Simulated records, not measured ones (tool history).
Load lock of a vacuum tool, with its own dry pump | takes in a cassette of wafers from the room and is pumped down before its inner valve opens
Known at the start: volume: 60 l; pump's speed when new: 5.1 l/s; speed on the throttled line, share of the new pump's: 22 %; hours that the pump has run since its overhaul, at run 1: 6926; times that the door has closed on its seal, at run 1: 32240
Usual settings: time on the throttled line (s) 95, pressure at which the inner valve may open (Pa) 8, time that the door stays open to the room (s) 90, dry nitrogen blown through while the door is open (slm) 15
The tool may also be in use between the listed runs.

| run | hour | time on the throttled line (s) | pressure at which the inner valve may open (Pa) | time that the door stays open to the room (s) | dry nitrogen blown through while the door is open (slm) | hours that the pump has run since its overhaul | times that the door has closed on its seal | incoming humidity of the room's air, % | time from the closed door until the inner valve may open (s) | rise of the pressure with all valves shut (Pa/min) |
|---|---|---|---|---|---|---|---|---|---|---|
| 1 | 0 | 95 | 8 | 90 | 15 | 6926 | 32240 | 44.4 | 196 | 0.234 |
| 2 | 396.6 | 95 | 8 | 90 | 15 | 7323 | 34086 | 43.1 | 197.4 | 0.249 |
| 3 | 734.7 | 95 | 8 | 90 | 15 | 7661 | 35659 | 43 | 196.1 | 0.266 |
| 4 | 938.2 | 95 | 8 | 90 | 15 | 7864 | 36607 | 45.1 | 193.1 | 0.277 |
| 5 | 1176.6 | 95 | 8 | 90 | 15 | 8103 | 37716 | 43.9 | 196.2 | 0.279 |
| 6 | 1549.2 | 95 | 8 | 90 | 15 | 8475 | 39451 | 46 | 195.3 | 0.301 |
| 7 | 1753.1 | 95 | 8 | 90 | 15 | 8679 | 40400 | 46.6 | 197.6 | 0.313 |
| 8 | 2096.1 | 95 | 8 | 90 | 15 | 9022 | 41996 | 45.2 | 198.1 | 0.326 |
| 9 | 2476.1 | 95 | 8 | 90 | 15 | 9402 | 43766 | 45.7 | 199.7 | 0.336 |
| 10 | 2658.2 | 95 | 8 | 90 | 15 | 9584 | 44613 | 44.1 | 197.9 | 0.359 |
| 11 | 2905.9 | 95 | 8 | 90 | 15 | 9832 | 45766 | 47.4 | 197.1 | 0.369 |
| 12 | 3189.2 | 95 | 8 | 90 | 15 | 10115 | 47085 | 42.3 | 199.5 | 0.383 |
| 13 | 3350.7 | 95 | 8 | 90 | 15 | 10277 | 47837 | 44.6 | 199.8 | 0.382 |
| 14 | 3645.6 | 95 | 8 | 90 | 15 | 10572 | 49209 | 45.7 | 201 | 0.394 |
| 15 | 3940.3 | 95 | 8 | 90 | 15 | 10866 | 50581 | 41.2 | 197.8 | 0.409 |
| 16 | 4156.9 | 63 | 8 | 97 | 15 | 11083 | 51589 | 44.9 | 176.9 | 0.435 |
| 17 | 4448.7 | 63 | 8 | 97 | 15 | 11375 | 52947 | 44.7 | 176.8 | 0.452 |
| 18 | 4641.2 | 95 | 8 | 90 | 15 | 11567 | 53843 | 44 | 201.8 | 0.454 |
| 19 | 4820.7 | 95 | 8 | 90 | 15 | 11747 | 54679 | 44.7 | 200.9 | 0.465 |
| 20 | 5053.6 | 95 | 8 | 90 | 15 | 11980 | 55763 | 45.2 | 202.7 | 0.48 |
| 21 | 5303 | 71 | 8 | 90 | 13 | 12229 | 56924 | 43.8 | 185.4 | 0.497 |
| 22 | 5555.3 | 71 | 8 | 90 | 13 | 12481 | 58098 | 43.7 | 184.4 | 0.518 |
| 23 | 5951.5 | 169 | 13 | 200 | 8 | 12878 | 59942 | 39.8 | 252.7 | 0.575 |
| 24 | 6224.3 | 169 | 13 | 200 | 8 | 13150 | 61212 | 48.3 | 251.6 | 0.598 |
| 25 | 6486.5 | 151 | 9 | 27 | 8 | 13413 | 62433 | 44.7 | 244.8 | 0.534 |
| 26 | 6802.8 | 48 | 9 | 27 | 8 | 13729 | 63905 | 46.8 | 170 | 0.568 |
| 27 | 7007.3 | 117 | 13 | 27 | 27 | 13933 | 64857 | 41.9 | 214.2 | 0.559 |
| 28 | 7342.2 | 117 | 13 | 27 | 27 | 14268 | 66416 | 44.9 | 215.1 | 0.607 |

4 ways to go on from here, each from the tool as it stands after run 28. What would each give?
| A | 7735.4 | 189 | 7 | 161 | 27 | 14662 | 68246 | 42.1 | ? | ? |
| B | 7735.4 | 84 | 15 | 75 | 27 | 14662 | 68246 | 41.5 | ? | ? |
| C | 7735.4 | 95 | 8 | 28 | 38 | 14662 | 68246 | 48 | ? | ? |
| D | 7735.4 | 95 | 12 | 51 | 15 | 14662 | 68246 | 46.2 | ? | ? |

| run | time from the closed door until the inner valve may open (s) | rise of the pressure with all valves shut (Pa/min) |
|---|---|---|
| A | 278 | 0.661 |
| B | 191 | 0.622 |
| C | 205.5 | 0.629 |
| D | 201.9 | 0.636 |
Without the tool's hidden state the same runs would have given:
| run | time from the closed door until the inner valve may open (s) | rise of the pressure with all valves shut (Pa/min) |
|---|---|---|
| A | 260.8 | 0.058 |
| B | 170.7 | 0.03 |
| C | 184 | 0.018 |
| D | 181.4 | 0.037 |
